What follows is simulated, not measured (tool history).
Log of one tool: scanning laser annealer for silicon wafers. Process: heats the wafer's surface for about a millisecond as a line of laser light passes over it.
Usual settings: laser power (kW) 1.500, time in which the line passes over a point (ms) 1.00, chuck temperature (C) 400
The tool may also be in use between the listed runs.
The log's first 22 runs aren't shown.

run     day  laser power (kW)  time in which the line passes over a point (ms)  chuck temperature (C)  hours of work since the window was cleaned  hours of work since the power meter was calibrated  hours of work since the optics were aligned  highest temperature of the surface (C)
 23  16.121             1.349                                             0.86                    396                                         397                                                 420                                          153                                    1058
 24  16.688             1.392                                             1.00                    391                                         404                                                 428                                          160                                    1128
 25  17.567             1.437                                             1.21                    392                                         415                                                 439                                          171                                    1222
     18.633  -- window over the wafer cleaned
 26  18.633             1.500                                             1.04                    385                                           0                                                 452                                          184                                    1237
 27  19.325             1.457                                             0.73                    399                                           9                                                 461                                          193                                    1096
 28  20.167             1.396                                             0.81                    389                                          20                                                 472                                          204                                    1083
 29  20.717             1.396                                             0.81                    389                                          27                                                 479                                          211                                    1088
 30  21.329             1.396                                             1.02                    389                                          35                                                 487                                          219                                    1161
 31  21.996             1.500                                             1.11                    400                                          43                                                 495                                          228                                    1272
 32  22.421             1.500                                             1.11                    400                                          49                                                 501                                          233                                    1273
 33  22.946             1.500                                             0.89                    400                                          56                                                 508                                          240                                    1186
 34  23.888             1.500                                             0.89                    400                                          68                                                 520                                          252                                    1185
 35  24.879             1.500                                             0.89                    400                                          81                                                 533                                          265                                    1183
 36  25.883             1.500                                             0.76                    362                                          94                                                 546                                          278                                    1096
 37  26.804             1.469                                             1.00                    369                                         106                                                 558                                          290                                    1175
 38  27.738             1.358                                             1.00                    437                                         118                                                 570                                          302                                    1169
 39  28.350             1.313                                             1.12                    388                                         126                                                 577                                          310                                    1126
 40  28.962             1.313                                             1.12                    388                                         134                                                 585                                          318                                    1128
 41  29.750             1.500                                             1.00                    360                                         144                                                 596                                          328                                    1181
 42  30.521             1.500                                             0.73                    373                                         154                                                 605                                          338                                    1086

Forecast each of these 3 alternatives for the next run:
  A  31.396             1.500                                             0.87                    400                                         165                                                 617                                          349                                       ?
  B  31.396             1.500                                             0.79                    376                                         165                                                 617                                          349                                       ?
  C  31.396             1.500                                             1.00                    428                                         165                                                 617                                          349                                       ?

run  highest temperature of the surface (C)
  A                                    1172
  B                                    1113
  C                                    1244
Without the tool's hidden state the same runs would have given:
run  highest temperature of the surface (C)
  A                                    1192
  B                                    1132
  C                                    1264
